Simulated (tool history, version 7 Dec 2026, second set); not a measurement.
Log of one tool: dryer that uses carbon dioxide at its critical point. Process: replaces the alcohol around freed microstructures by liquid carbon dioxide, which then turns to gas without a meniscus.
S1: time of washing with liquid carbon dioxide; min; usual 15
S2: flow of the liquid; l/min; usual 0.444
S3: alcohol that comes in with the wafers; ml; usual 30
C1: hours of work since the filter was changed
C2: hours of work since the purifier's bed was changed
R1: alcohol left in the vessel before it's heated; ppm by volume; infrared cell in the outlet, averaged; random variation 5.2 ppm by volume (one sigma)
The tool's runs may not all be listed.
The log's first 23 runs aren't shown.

| run | hour | S1 | S2 | S3 | C1 | C2 | R1 |
|---|---|---|---|---|---|---|---|
| 24 | 238.7 | 19 | 0.346 | 30 | 431 | 289 | 316 |
| 25 | 247.1 | 11 | 0.336 | 87 | 435 | 293 | 5257 |
| 26 | 259.3 | 9 | 0.310 | 119 | 441 | 299 | 14407 |
| 27 | 268.9 | 13 | 0.734 | 30 | 445 | 303 | 143 |
| 28 | 275.2 | 10 | 0.550 | 57 | 448 | 306 | 1083 |
| 29 | 282.1 | 10 | 0.550 | 57 | 452 | 309 | 1119 |
| 30 | 289.0 | 15 | 0.283 | 30 | 455 | 313 | 1276 |
| 31 | 302.0 | 15 | 0.283 | 30 | 461 | 319 | 1287 |
| 32 | 312.7 | 15 | 0.283 | 30 | 466 | 324 | 1337 |
| 33 | 321.9 | 15 | 0.283 | 30 | 470 | 328 | 1325 |
| 34 | 330.0 | 15 | 0.283 | 30 | 474 | 332 | 1357 |
| 35 | 342.9 | 15 | 0.283 | 30 | 480 | 338 | 1325 |
| 36 | 349.9 | 11 | 0.370 | 44 | 484 | 341 | 2235 |
| 37 | 360.7 | 19 | 0.409 | 44 | 489 | 347 | 287 |
| 38 | 367.8 | 19 | 0.409 | 44 | 492 | 350 | 283 |
| 39 | 377.0 | 19 | 0.409 | 44 | 496 | 354 | 298 |
| 40 | 383.7 | 23 | 0.719 | 28 | 500 | 357 | 147 |
| 41 | 391.1 | 15 | 0.444 | 23 | 503 | 361 | 340 |
| 42 | 402.3 | 24 | 0.444 | 46 | 508 | 366 | 169 |
| 43 | 415.0 | 18 | 0.546 | 42 | 514 | 372 | 201 |
| 44 | 428.3 | 18 | 0.546 | 42 | 521 | 378 | 192 |

5 ways to go on from here, each from the tool as it stands after run 44. What would each give?
| A | 438.2 | 17 | 0.609 | 38 | 525 | 383 | ? |
| B | 438.2 | 11 | 0.682 | 41 | 525 | 383 | ? |
| C | 438.2 | 19 | 0.304 | 30 | 525 | 383 | ? |
| D | 438.2 | 9 | 0.498 | 42 | 525 | 383 | ? |
| E | 438.2 | 18 | 0.546 | 33 | 525 | 383 | ? |

| run | R1 |
|---|---|
| A | 192 |
| B | 364 |
| C | 572 |
| D | 1846 |
| E | 185 |
Without the tool's hidden state the same runs would have given:
| run | R1 |
|---|---|
| A | 13 |
| B | 77 |
| C | 188 |
| D | 910 |
| E | 7 |

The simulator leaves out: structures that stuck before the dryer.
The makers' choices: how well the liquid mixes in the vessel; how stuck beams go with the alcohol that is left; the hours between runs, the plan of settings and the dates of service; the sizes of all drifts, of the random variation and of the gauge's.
